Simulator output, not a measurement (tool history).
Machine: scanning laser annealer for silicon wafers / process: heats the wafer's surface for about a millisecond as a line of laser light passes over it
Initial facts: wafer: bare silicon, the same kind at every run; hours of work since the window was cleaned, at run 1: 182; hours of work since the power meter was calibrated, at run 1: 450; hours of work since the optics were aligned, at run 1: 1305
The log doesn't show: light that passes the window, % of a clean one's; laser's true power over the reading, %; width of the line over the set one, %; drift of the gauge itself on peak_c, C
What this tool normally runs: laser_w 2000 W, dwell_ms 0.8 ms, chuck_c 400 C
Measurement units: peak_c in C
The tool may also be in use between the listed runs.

run   hour  laser_w  dwell_ms  chuck_c  hours of work since the window was cleaned  hours of work since the power meter was calibrated  hours of work since the optics were aligned  peak_c
  1      0     2000       0.8      400                                         182                                                 450                                         1305    1224
  2   34.5     2000       0.8      400                                         199                                                 466                                         1321    1223
  3   73.5     2000     0.758      400                                         217                                                 484                                         1339    1199
  4  104.6     2000       0.8      382                                         231                                                 499                                         1354    1206
     117.4  -- optics aligned, line set to its width
  5    139     2000     0.685      400                                         245                                                 513                                           10    1147
  6  162.3     2000     0.709      400                                         256                                                 524                                           21    1168
  7  200.8     2000       0.8      400                                         274                                                 542                                           39    1223
  8  233.1     2000     0.685      400                                         289                                                 557                                           54    1156
  9    259     2000     0.685      400                                         301                                                 569                                           66    1151
 10  287.5     1948     0.835      382                                         314                                                 582                                           79    1200
 11  321.1     2144     0.641      421                                         330                                                 598                                           95    1205
 12    354     2156     0.991      361                                         345                                                 613                                          110    1376
 13  389.4     2156     0.991      361                                         362                                                 630                                          127    1378
 14  422.2     2038     0.674      400                                         377                                                 645                                          142    1164
 15    443     1799     0.971      400                                         387                                                 655                                          152    1217
 16    472     1799     0.971      400                                         401                                                 668                                          166    1221

Expected results for the next run?
 17   499     1764     0.655      370                                         413                                                 681                                          178       ?

Logged for run 17: peak_c 1005 C.
On a tool with no hidden condition, and with the same random variation, this run would have come out at peak_c 1006 C.
